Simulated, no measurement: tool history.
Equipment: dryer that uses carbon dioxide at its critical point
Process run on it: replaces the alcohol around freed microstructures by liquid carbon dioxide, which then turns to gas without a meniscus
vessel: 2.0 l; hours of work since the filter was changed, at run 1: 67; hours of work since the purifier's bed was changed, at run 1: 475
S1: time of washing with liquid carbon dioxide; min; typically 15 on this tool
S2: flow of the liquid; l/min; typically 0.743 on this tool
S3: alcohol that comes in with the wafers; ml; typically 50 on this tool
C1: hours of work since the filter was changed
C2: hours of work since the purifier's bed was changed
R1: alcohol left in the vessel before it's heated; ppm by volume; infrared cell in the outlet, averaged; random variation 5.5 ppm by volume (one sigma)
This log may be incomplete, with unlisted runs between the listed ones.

| run | hour | S1 | S2 | S3 | C1 | C2 | R1 |
|---|---|---|---|---|---|---|---|
| 1 | 0.0 | 15 | 0.743 | 50 | 67 | 475 | 270 |
| 2 | 19.0 | 10 | 0.743 | 50 | 79 | 487 | 1026 |
| 3 | 29.4 | 10 | 0.743 | 50 | 86 | 494 | 1013 |
| 4 | 48.3 | 12 | 0.743 | 50 | 98 | 506 | 569 |
| 5 | 69.3 | 21 | 0.743 | 50 | 111 | 519 | 115 |
| 6 | 78.1 | 10 | 0.743 | 50 | 117 | 525 | 1068 |
| 7 | 86.8 | 10 | 0.743 | 50 | 122 | 530 | 1094 |
| 8 | 101.2 | 20 | 1.058 | 30 | 132 | 540 | 105 |
| 9 | 116.2 | 20 | 1.058 | 30 | 141 | 549 | 95 |
| 10 | 133.5 | 20 | 1.058 | 30 | 152 | 560 | 106 |

Estimate the outcome of run 11 from the log above:
| 11 | 148.1 | 10 | 0.853 | 51 | 162 | 569 | ? |

R1: 739 ppm by volume
Were there no unlogged condition in the tool, this run, its random variation unchanged, would have produced R1 505 ppm by volume.
